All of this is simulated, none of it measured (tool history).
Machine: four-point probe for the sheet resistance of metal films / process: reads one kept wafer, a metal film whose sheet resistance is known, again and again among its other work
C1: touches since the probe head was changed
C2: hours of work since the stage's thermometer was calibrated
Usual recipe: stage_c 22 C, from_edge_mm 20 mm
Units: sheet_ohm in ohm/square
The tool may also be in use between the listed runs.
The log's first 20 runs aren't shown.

run 21 hour=643.8 | stage_c=30 from_edge_mm=6 | C1=23735 C2=590 | sheet_ohm=3.406067
run 22 hour=665.8 | stage_c=24 from_edge_mm=4 | C1=24281 C2=607 | sheet_ohm=3.516948
run 23 hour=707.9 | stage_c=24 from_edge_mm=4 | C1=25327 C2=640 | sheet_ohm=3.517688
run 24 hour=750.7 | stage_c=22 from_edge_mm=5 | C1=26389 C2=673 | sheet_ohm=3.463219
run 25 hour=774.3 | stage_c=29 from_edge_mm=7 | C1=26976 C2=691 | sheet_ohm=3.387694
run 26 hour=797 | stage_c=33 from_edge_mm=15 | C1=27541 C2=709 | sheet_ohm=3.33317
run 27 hour=831.4 | stage_c=21 from_edge_mm=4 | C1=28394 C2=735 | sheet_ohm=3.526266
run 28 hour=852.2 | stage_c=20 from_edge_mm=7 | C1=28911 C2=752 | sheet_ohm=3.415889
run 29 hour=874.3 | stage_c=20 from_edge_mm=20 | C1=29461 C2=769 | sheet_ohm=3.365718
run 30 hour=904.2 | stage_c=19 from_edge_mm=3 | C1=30202 C2=792 | sheet_ohm=3.653974
run 31 hour=929 | stage_c=33 from_edge_mm=70 | C1=30819 C2=811 | sheet_ohm=3.321049
run 32 hour=959 | stage_c=34 from_edge_mm=4 | C1=31563 C2=834 | sheet_ohm=3.489318
run 33 hour=977.3 | stage_c=19 from_edge_mm=61 | C1=32018 C2=849 | sheet_ohm=3.362779

Run 34, settings as shown, results not yet in. Your forecast:
run 34 hour=1001.2 | stage_c=25 from_edge_mm=7 | C1=32613 C2=867 | sheet_ohm=?

sheet_ohm: 3.401029 ohm/square
The same run, on a tool lacking any hidden state, would have yielded sheet_ohm 3.384829 ohm/square.
